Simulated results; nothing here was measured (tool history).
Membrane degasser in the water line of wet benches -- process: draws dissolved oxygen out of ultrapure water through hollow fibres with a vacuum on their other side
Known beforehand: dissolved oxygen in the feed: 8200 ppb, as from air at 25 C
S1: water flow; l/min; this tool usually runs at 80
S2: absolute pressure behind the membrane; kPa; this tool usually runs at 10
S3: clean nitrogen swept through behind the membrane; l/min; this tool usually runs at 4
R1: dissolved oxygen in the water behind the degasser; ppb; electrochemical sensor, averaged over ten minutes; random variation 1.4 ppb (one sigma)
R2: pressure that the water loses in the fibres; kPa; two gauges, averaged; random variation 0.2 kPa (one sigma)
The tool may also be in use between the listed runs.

run 1 day=0 | S1=80 S2=10 S3=4 | R1=317.2 R2=43.04
run 2 day=3.442 | S1=80 S2=10 S3=4 | R1=317.7 R2=43.5
run 3 day=10.146 | S1=80 S2=10 S3=4 | R1=318.7 R2=43.44
run 4 day=17.725 | S1=80 S2=10 S3=4 | R1=319.8 R2=43.46
run 5 day=22.35 | S1=80 S2=10 S3=4 | R1=318.8 R2=43.44
run 6 day=29.379 | S1=80 S2=10 S3=4 | R1=318.4 R2=43.36
run 7 day=33.725 | S1=80 S2=17.2 S3=4 | R1=609.6 R2=43.59
run 8 day=41.104 | S1=79 S2=7.6 S3=4 | R1=216.7 R2=43.02
run 9 day=48.612 | S1=117 S2=9.1 S3=6.14 | R1=326.1 R2=63.98
run 10 day=51.967 | S1=55 S2=10 S3=4 | R1=220.2 R2=29.89
run 11 day=58.758 | S1=106 S2=10 S3=6.64 | R1=302.9 R2=58
run 12 day=62.038 | S1=55 S2=10 S3=6.64 | R1=140.9 R2=29.91
run 13 day=67.871 | S1=50 S2=7.5 S3=5.97 | R1=91 R2=27.38
run 14 day=74.779 | S1=50 S2=7.5 S3=5.97 | R1=92.8 R2=27.22

Below, some changes in R1 between adjacent runs. For each, the amount present without the hidden state too (settings, incoming material, random variation) and the amount remaining for the hidden state with gauge scatter not shared by both compared results:
What the log doesn't record here: membrane still open, %; true pressure behind the membrane over the reading, kPa; air that leaks in behind the membrane, l/min; drift of the gauge itself on oxygen_ppb, %; drift of the gauge itself on loss_of_pressure_kpa, %.
Run 7 -> 8: S1 80 -> 79, S2 17.2 -> 7.6. R1 -392.9 ppb: hidden state +1.1, all else -394.
Run 9 -> 10: S1 117 -> 55, S2 9.1 -> 10, S3 6.14 -> 4. R1 -105.9 ppb: hidden state -12.1, all else -93.8.
